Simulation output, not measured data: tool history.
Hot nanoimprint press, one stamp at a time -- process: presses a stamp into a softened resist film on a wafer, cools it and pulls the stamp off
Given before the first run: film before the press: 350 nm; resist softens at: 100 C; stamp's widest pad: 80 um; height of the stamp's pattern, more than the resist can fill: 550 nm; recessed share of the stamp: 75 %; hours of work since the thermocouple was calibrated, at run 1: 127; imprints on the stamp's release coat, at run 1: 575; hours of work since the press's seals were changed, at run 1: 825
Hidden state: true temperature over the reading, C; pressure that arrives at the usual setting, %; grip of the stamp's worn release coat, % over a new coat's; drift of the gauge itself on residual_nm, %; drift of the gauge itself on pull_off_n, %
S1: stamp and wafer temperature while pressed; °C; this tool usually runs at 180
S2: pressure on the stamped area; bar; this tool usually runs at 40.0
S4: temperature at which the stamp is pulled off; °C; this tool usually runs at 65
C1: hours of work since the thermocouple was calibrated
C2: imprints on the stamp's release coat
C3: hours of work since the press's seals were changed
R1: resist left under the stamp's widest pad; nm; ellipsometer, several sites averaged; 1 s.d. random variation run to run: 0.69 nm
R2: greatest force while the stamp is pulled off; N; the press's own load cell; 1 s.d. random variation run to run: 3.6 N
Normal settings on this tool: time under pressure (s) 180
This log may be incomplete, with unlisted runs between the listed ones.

Run 1, hour 0.0: usual settings; C1 127; C2 575; C3 825. Result: R1 189.0 nm, R2 227 N.
Run 2, hour 39.6: usual settings but S1 191 °C; C1 144; C2 629; C3 843. Result: R1 144.0 nm, R2 228 N.
Run 3, hour 66.4: usual settings; C1 156; C2 665; C3 855. Result: R1 188.1 nm, R2 223 N.
At hour 84.5: press's hydraulic seals changed and the load cell set to zero.
Run 4, hour 102.1: usual settings; C1 168; C2 703; C3 8. Result: R1 182.0 nm, R2 233 N.
Run 5, hour 129.3: usual settings; C1 181; C2 740; C3 20. Result: R1 183.6 nm, R2 229 N.
Run 6, hour 185.3: usual settings but S2 27.5 bar; C1 205; C2 816; C3 45. Result: R1 219.7 nm, R2 223 N.
Run 7, hour 234.3: usual settings; C1 227; C2 883; C3 67. Result: R1 181.9 nm, R2 227 N.
Run 8, hour 261.2: usual settings but S2 56.1 bar; C1 239; C2 919; C3 79. Result: R1 150.5 nm, R2 234 N.
Run 9, hour 307.7: usual settings but S2 56.1 bar; C1 260; C2 982; C3 99. Result: R1 150.5 nm, R2 233 N.
Run 10, hour 363.3: usual settings but S2 56.1 bar; C1 285; C2 1058; C3 124. Result: R1 149.9 nm, R2 235 N.
Run 11, hour 399.1: usual settings but S2 56.1 bar; C1 301; C2 1107; C3 140. Result: R1 149.8 nm, R2 241 N.
Run 12, hour 429.7: usual settings; C1 314; C2 1148; C3 154. Result: R1 179.9 nm, R2 241 N.
Run 13, hour 475.5: usual settings but S2 33.2 bar; C1 335; C2 1211; C3 174. Result: R1 199.5 nm, R2 241 N.
Run 14, hour 521.9: usual settings but S2 33.2 bar; C1 355; C2 1274; C3 195. Result: R1 198.2 nm, R2 239 N.
Run 15, hour 573.2: usual settings but S2 33.2 bar; C1 378; C2 1344; C3 217. Result: R1 197.7 nm, R2 239 N.
Run 16, hour 627.7: usual settings but S1 190 °C, S2 56.4 bar, time under pressure (s) 307; C1 402; C2 1418; C3 242. Result: R1 95.3 nm, R2 246 N.
At hour 674.3: stamp cleaned and given a new release coat.
Run 17, hour 680.1: usual settings but S2 25.1 bar, time under pressure (s) 307; C1 423; C2 8; C3 262. Result: R1 195.7 nm, R2 203 N.
Run 18, hour 708.0: usual settings but S1 189 °C, S2 45.1 bar, time under pressure (s) 149, S4 66 °C; C1 435; C2 46; C3 275. Result: R1 142.4 nm, R2 203 N.
Run 19, hour 745.5: usual settings but S1 189 °C, S2 45.1 bar, time under pressure (s) 149, S4 66 °C; C1 452; C2 97; C3 291. Result: R1 140.0 nm, R2 203 N.
Run 20, hour 777.5: usual settings but S1 191 °C, S2 34.7 bar, time under pressure (s) 149, S4 66 °C; C1 466; C2 140; C3 306. Result: R1 156.9 nm, R2 204 N.
Run 21, hour 803.9: usual settings but S1 172 °C, S2 34.7 bar, time under pressure (s) 149, S4 51 °C; C1 478; C2 176; C3 317. Result: R1 243.4 nm, R2 221 N.
Run 22, hour 838.5: usual settings but S1 172 °C, S2 34.7 bar, time under pressure (s) 149, S4 51 °C; C1 493; C2 223; C3 333. Result: R1 243.4 nm, R2 223 N.
At hour 870.9: plate thermocouple calibrated.
Run 23, hour 888.6: usual settings but S1 188 °C, S2 56.6 bar, time under pressure (s) 166, S4 57 °C; C1 8; C2 287; C3 354. Result: R1 128.4 nm, R2 216 N.
Run 24, hour 933.8: usual settings but time under pressure (s) 169; C1 28; C2 349; C3 374. Result: R1 190.6 nm, R2 221 N.
Run 25, hour 986.5: usual settings but S2 36.4 bar; C1 51; C2 421; C3 397. Result: R1 196.5 nm, R2 216 N.
Run 26, hour 1035.5: usual settings but S2 36.4 bar, time under pressure (s) 278, S4 55 °C; C1 73; C2 487; C3 419. Result: R1 172.4 nm, R2 233 N.
Run 27, hour 1060.0: usual settings but S2 36.4 bar, time under pressure (s) 278, S4 55 °C; C1 84; C2 521; C3 430. Result: R1 172.8 nm, R2 236 N.
Run 28, hour 1097.1: usual settings but S2 36.4 bar, time under pressure (s) 278, S4 55 °C; C1 101; C2 571; C3 446. Result: R1 171.0 nm, R2 230 N.
Run 29, hour 1124.5: usual settings but S2 36.4 bar, time under pressure (s) 278, S4 55 °C; C1 113; C2 609; C3 459. Result: R1 172.6 nm, R2 234 N.

For each run, the measured value with the value that run would have given without the tool's hidden condition subtracted. The run-to-run variation is shared by both, the gauge scatter possibly not:
run    R1   R2
  1  +4.5  +17
  2  +3.9  +19
  3  +4.1  +19
  4  -2.7  +21
  5  -3.0  +21
  6  -3.5  +23
  7  -3.5  +25
  8  -2.9  +27
  9  -3.2  +28
 10  -3.4  +30
 11  -3.4  +33
 12  -4.5  +33
 13  -5.1  +35
 14  -5.4  +36
 15  -5.7  +38
 16  -2.3  +40
 17  -6.7   -2
 18  -4.1   +0
 19  -4.2   +1
 20  -5.1   +2
 21  -7.6   +3
 22  -7.9   +5
 23  +2.9   +9
 24  +2.3  +10
 25  +1.7  +12
 26  +1.4  +15
 27  +1.2  +16
 28  +1.1  +17
 29  +0.9  +19
